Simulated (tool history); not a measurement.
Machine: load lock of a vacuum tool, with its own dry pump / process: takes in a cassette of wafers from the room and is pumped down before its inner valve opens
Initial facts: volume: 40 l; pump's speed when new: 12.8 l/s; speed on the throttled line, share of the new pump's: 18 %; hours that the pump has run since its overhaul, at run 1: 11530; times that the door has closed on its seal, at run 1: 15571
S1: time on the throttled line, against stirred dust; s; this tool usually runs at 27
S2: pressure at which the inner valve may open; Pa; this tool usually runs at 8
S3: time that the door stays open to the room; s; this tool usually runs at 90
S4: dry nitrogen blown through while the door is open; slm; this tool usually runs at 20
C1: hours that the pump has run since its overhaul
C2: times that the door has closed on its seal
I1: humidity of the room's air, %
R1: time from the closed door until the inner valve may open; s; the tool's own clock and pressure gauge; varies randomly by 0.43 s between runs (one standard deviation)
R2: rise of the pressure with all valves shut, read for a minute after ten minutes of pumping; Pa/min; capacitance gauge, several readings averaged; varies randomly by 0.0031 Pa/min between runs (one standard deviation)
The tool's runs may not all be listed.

run,hour,S1,S2,S3,S4,C1,C2,I1,R1,R2
1,0,27,8,90,20,11530,15571,46.7,59.4,0.081
2,139.2,27,8,90,20,11670,15805,46.9,60,0.076
3,278.6,27,8,90,20,11809,16039,43.4,60.1,0.081
4,437.1,27,8,90,20,11967,16305,45.6,60,0.086
5,668.1,27,8,90,31,12198,16693,43.7,60.3,0.07
6,826.2,27,8,90,31,12356,16958,44.7,60.6,0.067
7,1063.8,27,8,90,31,12594,17358,46.7,61.2,0.075
# hour 1157: dry pump taken out, an overhauled one fitted
8,1313.2,27,8,90,31,156,17766,47.5,51.5,0.075
9,1512,27,8,90,31,355,18100,46.8,52.3,0.079
10,1683.5,27,11,90,33,526,18388,47.5,51.1,0.08
11,1820.7,43,6,36,6,664,18618,43.8,65.9,0.081
12,2071.1,19,8,34,18,914,19039,44.7,45.7,0.067
13,2183.8,27,8,155,5,1027,19228,47.6,51.8,0.138
14,2444.2,27,8,155,5,1287,19665,45,52.3,0.126
15,2561.7,27,7,90,15,1405,19863,43.2,53.8,0.091
16,2810.3,27,7,90,15,1653,20280,44.4,53.1,0.099
17,2982.4,21,8,90,20,1825,20569,48.5,47.8,0.094

Branching from run 17: 5 alternative next runs. What would each branch give?
A,3145.2,21,14,142,20,1988,20842,43.8,?,?
B,3145.2,21,14,30,4,1988,20842,42.9,?,?
C,3145.2,27,12,34,8,1988,20842,46.9,?,?
D,3145.2,21,8,208,6,1988,20842,43.5,?,?
E,3145.2,21,12,185,20,1988,20842,46.5,?,?

run,R1,R2
A,46.2,0.103
B,46.2,0.084
C,51.5,0.086
D,48.2,0.141
E,47.1,0.111
With no hidden state in the tool, these same runs would have given:
run,R1,R2
A,45.3,0.071
B,45.3,0.052
C,50.6,0.054
D,47.1,0.109
E,46.2,0.079
